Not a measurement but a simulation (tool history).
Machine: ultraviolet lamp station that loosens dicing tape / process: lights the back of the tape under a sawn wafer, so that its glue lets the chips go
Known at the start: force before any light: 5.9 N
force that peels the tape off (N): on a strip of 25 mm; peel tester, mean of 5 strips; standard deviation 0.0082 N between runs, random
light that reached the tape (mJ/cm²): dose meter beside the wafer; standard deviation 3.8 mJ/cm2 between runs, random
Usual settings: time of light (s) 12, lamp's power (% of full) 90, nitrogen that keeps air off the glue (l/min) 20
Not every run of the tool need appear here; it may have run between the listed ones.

run,day,time of light (s),lamp's power (% of full),nitrogen that keeps air off the glue (l/min),force that peels the tape off (N),light that reached the tape (mJ/cm²)
1,0,12,90,20,0.312,636
2,0.471,12,90,24,0.317,634
3,0.817,12,65,24,0.468,464
4,1.092,12,65,24,0.458,460
5,1.429,12,65,24,0.472,463
6,1.754,12,65,24,0.462,459
7,2.075,12,90,38,0.284,637
8,2.604,12,90,38,0.292,636
9,3.071,12,97,20,0.306,679
10,3.521,12,95,20,0.314,664
11,3.958,12,95,20,0.3,666
12,4.267,12,95,20,0.308,665
13,4.804,12,95,20,0.298,664
14,5.067,12,90,20,0.329,628
15,5.554,12,90,20,0.324,633
16,6.067,7,90,20,0.688,366
17,6.612,8,90,20,0.565,420
18,7.133,8,90,20,0.571,421
19,7.479,8,90,20,0.576,419
20,8.05,12,67,7,0.724,466
21,8.575,12,67,7,0.744,465
22,8.817,8,86,23,0.591,395
23,9.075,8,86,23,0.58,397
24,9.379,8,86,23,0.583,394
25,9.892,12,93,18,0.332,646
26,10.429,12,93,18,0.33,647
27,11.012,12,81,10,0.464,564
28,11.3,6,62,19,1.548,215
29,11.708,6,85,14,1.116,292
30,12.275,23,98,13,0.246,1292
31,12.825,7,81,16,0.856,329
32,13.283,7,81,16,0.925,325
# day 13.383: gauge calibrated
33,13.562,18,90,10,0.285,949
34,14.058,18,90,10,0.265,957
35,14.617,17,63,10,0.416,634
# day 14.783: window cleaned of glue's vapour
36,14.925,16,93,26,0.265,873
37,15.225,16,93,26,0.254,870
38,15.779,8,86,39,0.506,404

Each row is a separate what-if for the run after 38, all from the same tool condition, not one after another. Results?
A,16.362,12,62,16,?,?
B,16.362,12,90,13,?,?
C,16.362,8,86,29,?,?
D,16.362,8,86,13,?,?
E,16.362,9,76,6,?,?

run,force that peels the tape off (N),light that reached the tape (mJ/cm²)
A,0.592,434
B,0.383,636
C,0.537,403
D,0.734,404
E,1.027,402
With no hidden state in the tool, these same runs would have given:
run,force that peels the tape off (N),light that reached the tape (mJ/cm²)
A,0.591,437
B,0.382,640
C,0.537,406
D,0.733,407
E,1.026,405
